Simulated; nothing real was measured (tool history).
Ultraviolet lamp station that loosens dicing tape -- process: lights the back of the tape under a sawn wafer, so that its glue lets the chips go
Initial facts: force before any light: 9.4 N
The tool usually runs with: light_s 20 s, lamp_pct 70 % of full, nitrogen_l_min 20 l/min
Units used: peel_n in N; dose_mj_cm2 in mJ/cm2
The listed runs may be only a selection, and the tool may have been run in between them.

Run 1, hour 0: usual settings. Result: peel_n 1.504 N, dose_mj_cm2 418 mJ/cm2.
Run 2, hour 53.4: usual settings. Result: peel_n 1.567 N, dose_mj_cm2 406 mJ/cm2.
Run 3, hour 102.5: usual settings. Result: peel_n 1.687 N, dose_mj_cm2 391 mJ/cm2.
Run 4, hour 127.2: usual settings. Result: peel_n 1.762 N, dose_mj_cm2 386 mJ/cm2.
Run 5, hour 156.8: usual settings. Result: peel_n 1.787 N, dose_mj_cm2 374 mJ/cm2.
Run 6, hour 193.7: usual settings. Result: peel_n 1.787 N, dose_mj_cm2 370 mJ/cm2.
Run 7, hour 238: usual settings but nitrogen_l_min 13 l/min. Result: peel_n 2.473 N, dose_mj_cm2 339 mJ/cm2.
Run 8, hour 291: usual settings but nitrogen_l_min 13 l/min. Result: peel_n 2.64 N, dose_mj_cm2 327 mJ/cm2.
Run 9, hour 336.1: usual settings but nitrogen_l_min 13 l/min. Result: peel_n 2.716 N, dose_mj_cm2 313 mJ/cm2.
Run 10, hour 375.8: usual settings but nitrogen_l_min 13 l/min. Result: peel_n 2.764 N, dose_mj_cm2 305 mJ/cm2.
Run 11, hour 431.3: usual settings. Result: peel_n 2.549 N, dose_mj_cm2 293 mJ/cm2.
Run 12, hour 460.3: usual settings. Result: peel_n 1.517 N, dose_mj_cm2 410 mJ/cm2.
Run 13, hour 487.4: usual settings. Result: peel_n 1.597 N, dose_mj_cm2 405 mJ/cm2.
Run 14, hour 531.5: usual settings. Result: peel_n 1.73 N, dose_mj_cm2 393 mJ/cm2.
Run 15, hour 558: usual settings. Result: peel_n 1.682 N, dose_mj_cm2 384 mJ/cm2.
Run 16, hour 592.5: usual settings but nitrogen_l_min 38 l/min. Result: peel_n 1.391 N, dose_mj_cm2 378 mJ/cm2.
Run 17, hour 626.4: usual settings but nitrogen_l_min 9 l/min. Result: peel_n 2.544 N, dose_mj_cm2 368 mJ/cm2.
Run 18, hour 674.8: usual settings but lamp_pct 61 % of full. Result: peel_n 2.259 N, dose_mj_cm2 313 mJ/cm2.
Run 19, hour 702.5: usual settings. Result: peel_n 1.969 N, dose_mj_cm2 353 mJ/cm2.
Run 20, hour 733.7: usual settings but light_s 19 s. Result: peel_n 2.248 N, dose_mj_cm2 327 mJ/cm2.
Run 21, hour 776.1: usual settings. Result: peel_n 2.129 N, dose_mj_cm2 334 mJ/cm2.
Run 22, hour 819.4: usual settings but nitrogen_l_min 7 l/min. Result: peel_n 3.189 N, dose_mj_cm2 331 mJ/cm2.
Run 23, hour 861.5: usual settings but light_s 10 s, lamp_pct 100 % of full, nitrogen_l_min 14 l/min. Result: peel_n 3.171 N, dose_mj_cm2 270 mJ/cm2.
Run 24, hour 917: usual settings but light_s 14 s. Result: peel_n 2.921 N, dose_mj_cm2 254 mJ/cm2.
Run 25, hour 965: usual settings but light_s 23 s, lamp_pct 65 % of full, nitrogen_l_min 17 l/min. Result: peel_n 1.886 N, dose_mj_cm2 381 mJ/cm2.
Run 26, hour 995.3: usual settings but light_s 28 s, lamp_pct 66 % of full. Result: peel_n 1.315 N, dose_mj_cm2 461 mJ/cm2.
Run 27, hour 1040.5: usual settings but light_s 23 s, lamp_pct 75 % of full, nitrogen_l_min 18 l/min. Result: peel_n 0.963 N, dose_mj_cm2 561 mJ/cm2.
Run 28, hour 1083.4: usual settings but light_s 16 s, lamp_pct 86 % of full, nitrogen_l_min 7 l/min. Result: peel_n 2.339 N, dose_mj_cm2 437 mJ/cm2.
Run 29, hour 1115.9: usual settings but light_s 25 s, lamp_pct 68 % of full, nitrogen_l_min 12 l/min. Result: peel_n 1.338 N, dose_mj_cm2 526 mJ/cm2.
Run 30, hour 1158.9: usual settings but light_s 17 s, lamp_pct 98 % of full, nitrogen_l_min 6 l/min. Result: peel_n 1.976 N, dose_mj_cm2 497 mJ/cm2.
Run 31, hour 1188.1: usual settings but light_s 26 s, lamp_pct 98 % of full, nitrogen_l_min 19 l/min. Result: peel_n 0.491 N, dose_mj_cm2 749 mJ/cm2.
Run 32, hour 1212.4: usual settings but light_s 26 s, lamp_pct 98 % of full, nitrogen_l_min 19 l/min. Result: peel_n 0.531 N, dose_mj_cm2 752 mJ/cm2.
Run 33, hour 1238: usual settings but light_s 26 s, lamp_pct 98 % of full, nitrogen_l_min 19 l/min. Result: peel_n 0.537 N, dose_mj_cm2 735 mJ/cm2.
Run 34, hour 1288.4: usual settings but light_s 17 s, lamp_pct 91 % of full, nitrogen_l_min 16 l/min. Result: peel_n 1.209 N, dose_mj_cm2 514 mJ/cm2.
Run 35, hour 1343: usual settings but light_s 24 s, lamp_pct 82 % of full, nitrogen_l_min 11 l/min. Result: peel_n 0.982 N, dose_mj_cm2 629 mJ/cm2.
Run 36, hour 1368.7: usual settings but light_s 25 s, lamp_pct 78 % of full, nitrogen_l_min 11 l/min. Result: peel_n 1.062 N, dose_mj_cm2 613 mJ/cm2.
Run 37, hour 1421.1: usual settings but light_s 12 s, lamp_pct 61 % of full, nitrogen_l_min 34 l/min. Result: peel_n 3.01 N, dose_mj_cm2 225 mJ/cm2.
Run 38, hour 1456.4: usual settings but light_s 12 s, lamp_pct 61 % of full, nitrogen_l_min 34 l/min. Result: peel_n 3.083 N, dose_mj_cm2 220 mJ/cm2.
Run 39, hour 1482.2: usual settings but light_s 17 s, lamp_pct 77 % of full. Result: peel_n 1.75 N, dose_mj_cm2 384 mJ/cm2.
Run 40, hour 1529.4: usual settings but light_s 13 s, lamp_pct 90 % of full, nitrogen_l_min 33 l/min. Result: peel_n 1.746 N, dose_mj_cm2 334 mJ/cm2.
Run 41, hour 1574: usual settings but light_s 13 s, nitrogen_l_min 37 l/min. Result: peel_n 2.462 N, dose_mj_cm2 254 mJ/cm2.
Run 42, hour 1601.2: usual settings but light_s 11 s, nitrogen_l_min 11 l/min. Result: peel_n 4.34 N, dose_mj_cm2 208 mJ/cm2.
Run 43, hour 1645.9: usual settings but light_s 15 s, lamp_pct 85 % of full, nitrogen_l_min 9 l/min. Result: peel_n 2.872 N, dose_mj_cm2 336 mJ/cm2.
Run 44, hour 1670.5: usual settings but light_s 14 s, nitrogen_l_min 16 l/min. Result: peel_n 2.6 N, dose_mj_cm2 308 mJ/cm2.

Not shown here: 6 entries made in the log between runs. Locate each between two listed runs and compare the hidden state at the listed run before it with the hidden state at the listed run after it:
Between runs 6 and 7: window cleaned of glue's vapour (hour 228.9)
  lamp's light, % of a new lamp's: 86.9 -> 86.2; light that the window lets through, % of a clean one's: 85.4 -> 78.3
  measured result minus the result with no hidden state, peel_n: +0.71 -> +1.106 N; dose_mj_cm2: -129 -> -161 mJ/cm2
Between runs 11 and 12: window cleaned of glue's vapour, once more (hour 453.9)
  lamp's light, % of a new lamp's: 83 -> 82.5; light that the window lets through, % of a clean one's: 70.8 -> 99.6
  measured result minus the result with no hidden state, peel_n: +1.439 -> +0.445 N; dose_mj_cm2: -206 -> -88 mJ/cm2
Between runs 22 and 23: window cleaned of glue's vapour (hour 859.2)
  lamp's light, % of a new lamp's: 76.9 -> 76.2; light that the window lets through, % of a clean one's: 85 -> 99.8
  measured result minus the result with no hidden state, peel_n: +1.325 -> +0.895 N; dose_mj_cm2: -173 -> -85 mJ/cm2
Between runs 26 and 27: lamp changed (hour 1013.9)
  lamp's light, % of a new lamp's: 74 -> 98.2; light that the window lets through, % of a clean one's: 94.4 -> 92.7
  measured result minus the result with no hidden state, peel_n: +0.661 -> +0.163 N; dose_mj_cm2: -198 -> -55 mJ/cm2
Between runs 33 and 34: window cleaned of glue's vapour (hour 1266.9)
  lamp's light, % of a new lamp's: 95 -> 94.2; light that the window lets through, % of a clean one's: 84.9 -> 98.5
  measured result minus the result with no hidden state, peel_n: +0.173 -> +0.159 N; dose_mj_cm2: -176 -> -40 mJ/cm2
Between runs 43 and 44: window cleaned of glue's vapour (hour 1670.5)
  lamp's light, % of a new lamp's: 88.5 -> 88.2; light that the window lets through, % of a clean one's: 84.2 -> 99.6
  measured result minus the result with no hidden state, peel_n: +0.92 -> +0.41 N; dose_mj_cm2: -115 -> -43 mJ/cm2

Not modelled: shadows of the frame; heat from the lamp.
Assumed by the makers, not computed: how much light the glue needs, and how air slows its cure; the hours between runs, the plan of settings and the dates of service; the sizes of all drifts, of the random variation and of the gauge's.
